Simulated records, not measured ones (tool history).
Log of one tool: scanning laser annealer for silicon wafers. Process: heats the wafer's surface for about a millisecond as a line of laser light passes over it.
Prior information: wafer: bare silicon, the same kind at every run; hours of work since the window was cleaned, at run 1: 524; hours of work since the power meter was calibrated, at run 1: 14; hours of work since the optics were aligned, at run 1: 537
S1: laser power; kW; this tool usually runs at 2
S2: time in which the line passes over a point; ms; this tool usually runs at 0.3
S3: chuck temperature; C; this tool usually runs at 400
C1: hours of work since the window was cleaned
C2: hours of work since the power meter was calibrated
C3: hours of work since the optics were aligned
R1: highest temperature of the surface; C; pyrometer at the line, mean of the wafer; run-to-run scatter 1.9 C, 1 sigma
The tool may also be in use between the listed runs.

{"run": 1, "day": 0.0, "S1": 2, "S2": 0.3, "S3": 400, "C1": 524, "C2": 14, "C3": 537, "R1": 1242}
{"run": 2, "day": 0.242, "S1": 2, "S2": 0.3, "S3": 400, "C1": 528, "C2": 19, "C3": 542, "R1": 1243}
{"run": 3, "day": 0.517, "S1": 2, "S2": 0.3, "S3": 400, "C1": 533, "C2": 24, "C3": 547, "R1": 1241}
{"run": 4, "day": 0.921, "S1": 2, "S2": 0.3, "S3": 400, "C1": 541, "C2": 31, "C3": 554, "R1": 1242}
{"run": 5, "day": 1.279, "S1": 2, "S2": 0.3, "S3": 400, "C1": 547, "C2": 38, "C3": 561, "R1": 1243}
{"run": 6, "day": 1.662, "S1": 2, "S2": 0.3, "S3": 400, "C1": 555, "C2": 45, "C3": 568, "R1": 1241}
{"run": 7, "day": 1.883, "S1": 2, "S2": 0.3, "S3": 400, "C1": 559, "C2": 49, "C3": 572, "R1": 1242}
{"run": 8, "day": 2.292, "S1": 2, "S2": 0.3, "S3": 400, "C1": 566, "C2": 57, "C3": 579, "R1": 1246}
{"run": 9, "day": 2.575, "S1": 2, "S2": 0.3, "S3": 400, "C1": 571, "C2": 62, "C3": 585, "R1": 1242}
{"run": 10, "day": 2.779, "S1": 2, "S2": 0.3, "S3": 400, "C1": 575, "C2": 66, "C3": 588, "R1": 1242}
{"run": 11, "day": 3.088, "S1": 2, "S2": 0.3, "S3": 400, "C1": 581, "C2": 71, "C3": 594, "R1": 1241}
{"run": 12, "day": 3.321, "S1": 2, "S2": 0.3, "S3": 400, "C1": 585, "C2": 76, "C3": 598, "R1": 1242}
{"run": 13, "day": 3.729, "S1": 2, "S2": 0.3, "S3": 400, "C1": 593, "C2": 83, "C3": 606, "R1": 1240}
{"run": 14, "day": 4.1, "S1": 2, "S2": 0.3, "S3": 400, "C1": 599, "C2": 90, "C3": 613, "R1": 1244}
{"run": 15, "day": 4.392, "S1": 2, "S2": 0.278, "S3": 400, "C1": 605, "C2": 95, "C3": 618, "R1": 1209}
{"run": 16, "day": 4.767, "S1": 2, "S2": 0.278, "S3": 400, "C1": 612, "C2": 102, "C3": 625, "R1": 1212}
{"run": 17, "day": 5.012, "S1": 2, "S2": 0.278, "S3": 400, "C1": 616, "C2": 107, "C3": 630, "R1": 1208}
{"run": 18, "day": 5.429, "S1": 2, "S2": 0.278, "S3": 400, "C1": 624, "C2": 114, "C3": 637, "R1": 1210}
{"run": 19, "day": 5.738, "S1": 2, "S2": 0.257, "S3": 400, "C1": 630, "C2": 120, "C3": 643, "R1": 1177}
{"run": 20, "day": 6.004, "S1": 2, "S2": 0.331, "S3": 400, "C1": 634, "C2": 125, "C3": 648, "R1": 1287}
{"run": 21, "day": 6.262, "S1": 2, "S2": 0.264, "S3": 393, "C1": 639, "C2": 130, "C3": 653, "R1": 1180}
{"run": 22, "day": 6.554, "S1": 2, "S2": 0.265, "S3": 408, "C1": 645, "C2": 135, "C3": 658, "R1": 1199}
{"run": 23, "day": 6.879, "S1": 2, "S2": 0.265, "S3": 408, "C1": 651, "C2": 141, "C3": 664, "R1": 1194}
{"run": 24, "day": 7.238, "S1": 2, "S2": 0.255, "S3": 424, "C1": 657, "C2": 148, "C3": 671, "R1": 1196}
{"run": 25, "day": 7.521, "S1": 2, "S2": 0.255, "S3": 424, "C1": 662, "C2": 153, "C3": 676, "R1": 1196}
{"run": 26, "day": 7.938, "S1": 1.767, "S2": 0.238, "S3": 418, "C1": 670, "C2": 161, "C3": 683, "R1": 1060}
{"run": 27, "day": 8.233, "S1": 1.767, "S2": 0.238, "S3": 418, "C1": 676, "C2": 166, "C3": 689, "R1": 1061}
{"run": 28, "day": 8.496, "S1": 2, "S2": 0.326, "S3": 400, "C1": 680, "C2": 171, "C3": 694, "R1": 1279}
{"run": 29, "day": 8.725, "S1": 2, "S2": 0.326, "S3": 400, "C1": 684, "C2": 175, "C3": 698, "R1": 1278}
{"run": 30, "day": 8.942, "S1": 2.189, "S2": 0.282, "S3": 436, "C1": 689, "C2": 179, "C3": 702, "R1": 1343}
{"run": 31, "day": 9.196, "S1": 2.115, "S2": 0.286, "S3": 412, "C1": 693, "C2": 184, "C3": 707, "R1": 1290}
{"run": 32, "day": 9.508, "S1": 2.115, "S2": 0.286, "S3": 412, "C1": 699, "C2": 189, "C3": 712, "R1": 1289}
{"run": 33, "day": 9.779, "S1": 1.852, "S2": 0.228, "S3": 389, "C1": 704, "C2": 194, "C3": 717, "R1": 1053}
{"run": 34, "day": 10.112, "S1": 1.852, "S2": 0.228, "S3": 389, "C1": 710, "C2": 201, "C3": 723, "R1": 1053}
{"run": 35, "day": 10.35, "S1": 1.713, "S2": 0.351, "S3": 383, "C1": 714, "C2": 205, "C3": 728, "R1": 1142}
{"run": 36, "day": 10.767, "S1": 1.713, "S2": 0.351, "S3": 383, "C1": 722, "C2": 213, "C3": 736, "R1": 1143}
{"run": 37, "day": 11.188, "S1": 1.713, "S2": 0.351, "S3": 383, "C1": 730, "C2": 220, "C3": 743, "R1": 1146}

Forecast each of these 3 alternatives for the next run:
{"run": "A", "day": 11.479, "S1": 1.713, "S2": 0.344, "S3": 383, "C1": 735, "C2": 226, "C3": 749, "R1": "?"}
{"run": "B", "day": 11.479, "S1": 1.713, "S2": 0.35, "S3": 383, "C1": 735, "C2": 226, "C3": 749, "R1": "?"}
{"run": "C", "day": 11.479, "S1": 1.732, "S2": 0.31, "S3": 383, "C1": 735, "C2": 226, "C3": 749, "R1": "?"}

run=A R1=1139
run=B R1=1142
run=C R1=1104
With no hidden state in the tool, these same runs would have given:
run=A R1=1141
run=B R1=1144
run=C R1=1106
